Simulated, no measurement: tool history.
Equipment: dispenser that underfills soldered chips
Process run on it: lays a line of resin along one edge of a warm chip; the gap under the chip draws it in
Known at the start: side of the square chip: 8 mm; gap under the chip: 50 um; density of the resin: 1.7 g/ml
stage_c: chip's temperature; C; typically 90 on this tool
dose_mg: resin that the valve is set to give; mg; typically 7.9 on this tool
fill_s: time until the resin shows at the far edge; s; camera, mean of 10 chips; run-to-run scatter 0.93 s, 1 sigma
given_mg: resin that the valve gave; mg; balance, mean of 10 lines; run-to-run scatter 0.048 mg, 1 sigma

| run | hour | stage_c | dose_mg | fill_s | given_mg |
|---|---|---|---|---|---|
| 1 | 0 | 90 | 7.9 | 104.9 | 7.58 |
|  | 4.2 | new syringe of resin |
| 2 | 5.1 | 90 | 7.9 | 91.2 | 7.53 |
| 3 | 10 | 90 | 7.9 | 102 | 7.52 |
| 4 | 14.7 | 90 | 7.9 | 110.9 | 7.47 |
|  | 15.8 | new syringe of resin |
| 5 | 20.8 | 90 | 7.9 | 103.9 | 7.41 |
| 6 | 26 | 90 | 7.9 | 113.6 | 7.39 |
|  | 27.7 | new syringe of resin |
| 7 | 30 | 90 | 7.9 | 98.3 | 7.32 |
| 8 | 34.6 | 87 | 7.9 | 125.6 | 7.43 |
|  | 39.6 | new syringe of resin |
| 9 | 40.2 | 87 | 7.9 | 105.3 | 7.43 |
| 10 | 44.2 | 90 | 7.9 | 100.6 | 7.4 |
| 11 | 49.9 | 90 | 7.27 | 117.9 | 6.8 |
|  | 51.1 | new syringe of resin |
| 12 | 53.9 | 90 | 7.27 | 101.7 | 6.75 |
| 13 | 56.5 | 90 | 7.27 | 107.5 | 6.75 |
| 14 | 61.6 | 90 | 7.9 | 116.6 | 7.35 |
|  | 62.7 | new syringe of resin |
| 15 | 66.5 | 77 | 7.9 | 199.2 | 7.37 |
| 16 | 69.1 | 77 | 7.9 | 208.5 | 7.31 |
| 17 | 71.9 | 100 | 7.9 | 69.6 | 7.31 |
|  | 74.4 | new syringe of resin |
| 18 | 77.4 | 90 | 7.9 | 96.5 | 7.29 |
| 19 | 81.2 | 90 | 7.9 | 107.5 | 7.24 |
|  | 86.3 | new syringe of resin |
| 20 | 87 | 90 | 7.9 | 92.9 | 7.2 |
| 21 | 90.7 | 90 | 7.9 | 100.9 | 7.27 |
| 22 | 93.3 | 98 | 8.84 | 71.6 | 8.03 |
|  | 98.1 | new syringe of resin |
| 23 | 99.8 | 98 | 8.84 | 62.1 | 8.08 |
| 24 | 105.6 | 98 | 6.87 | 75.9 | 6.25 |
| 25 | 108.9 | 103 | 8.15 | 60.9 | 7.52 |
|  | 109.8 | new syringe of resin |
| 26 | 114.7 | 103 | 8.15 | 56 | 7.43 |
| 27 | 118.8 | 100 | 9.33 | 67.2 | 8.4 |
|  | 121.4 | new syringe of resin |
| 28 | 124.9 | 100 | 7.37 | 65.1 | 6.55 |

Predict the results of run 29:
| 29 | 130 | 100 | 7.37 | ? | ? |

Run 29 measured fill_s 71.7 s, given_mg 6.62 mg.
The same run, on a tool lacking any hidden state, would have yielded fill_s 55.9 s, given_mg 7.38 mg.

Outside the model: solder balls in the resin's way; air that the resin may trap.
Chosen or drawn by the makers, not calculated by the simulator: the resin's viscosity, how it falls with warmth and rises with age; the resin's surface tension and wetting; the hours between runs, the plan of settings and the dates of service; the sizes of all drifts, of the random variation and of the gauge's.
